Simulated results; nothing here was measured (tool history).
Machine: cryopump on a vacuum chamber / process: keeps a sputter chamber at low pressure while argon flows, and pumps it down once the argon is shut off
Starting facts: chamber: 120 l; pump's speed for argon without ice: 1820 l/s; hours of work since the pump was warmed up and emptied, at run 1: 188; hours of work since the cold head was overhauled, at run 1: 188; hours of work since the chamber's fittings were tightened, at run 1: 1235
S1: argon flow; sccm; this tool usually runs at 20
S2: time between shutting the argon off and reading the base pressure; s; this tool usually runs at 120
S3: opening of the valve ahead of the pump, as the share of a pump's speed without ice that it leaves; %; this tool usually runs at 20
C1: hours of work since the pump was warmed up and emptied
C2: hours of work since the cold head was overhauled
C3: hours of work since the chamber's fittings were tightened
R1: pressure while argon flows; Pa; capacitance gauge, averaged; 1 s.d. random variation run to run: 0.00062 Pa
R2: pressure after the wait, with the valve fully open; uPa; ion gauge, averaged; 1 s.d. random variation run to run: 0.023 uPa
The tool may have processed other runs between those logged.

run	day	S1	S2	S3	C1	C2	C3	R1	R2
1	0.000	20	120	20	188	188	1235	0.0950	1.14
2	1.662	20	120	20	204	204	1251	0.0942	1.10
3	4.471	20	120	16	231	231	1278	0.1180	1.21
4	6.171	20	120	16	247	247	1295	0.1169	1.20
# day 8.612: leaking fittings of the chamber tightened, without venting
5	9.162	20	120	16	275	275	5	0.1167	0.76
6	11.467	20	120	16	297	297	27	0.1176	0.80
7	13.300	20	120	20	315	315	45	0.0951	0.81
8	16.283	20	120	17	344	344	74	0.1108	0.76
9	17.871	20	78	33	359	359	89	0.0584	1.08
10	20.679	9	22	36	386	386	116	0.0251	3.29
11	23.071	9	120	51	409	409	139	0.0173	0.81
12	24.654	13	34	33	424	424	154	0.0382	2.16
13	26.483	13	34	33	442	442	172	0.0394	2.20
14	28.492	13	55	21	461	461	191	0.0597	1.47

Predict each of these 3 candidate next runs independently; none follows another, all start after run 14:
A	30.058	29	203	21	476	476	206	?	?
B	30.058	22	294	21	476	476	206	?	?
C	30.058	8	55	21	476	476	206	?	?

run	R1	R2
A	0.1334	0.66
B	0.1009	0.54
C	0.0373	1.46
The same runs, with their run-to-run variation unchanged, on a tool lacking any hidden condition would have given:
run	R1	R2
A	0.1285	0.51
B	0.0972	0.39
C	0.0359	1.31

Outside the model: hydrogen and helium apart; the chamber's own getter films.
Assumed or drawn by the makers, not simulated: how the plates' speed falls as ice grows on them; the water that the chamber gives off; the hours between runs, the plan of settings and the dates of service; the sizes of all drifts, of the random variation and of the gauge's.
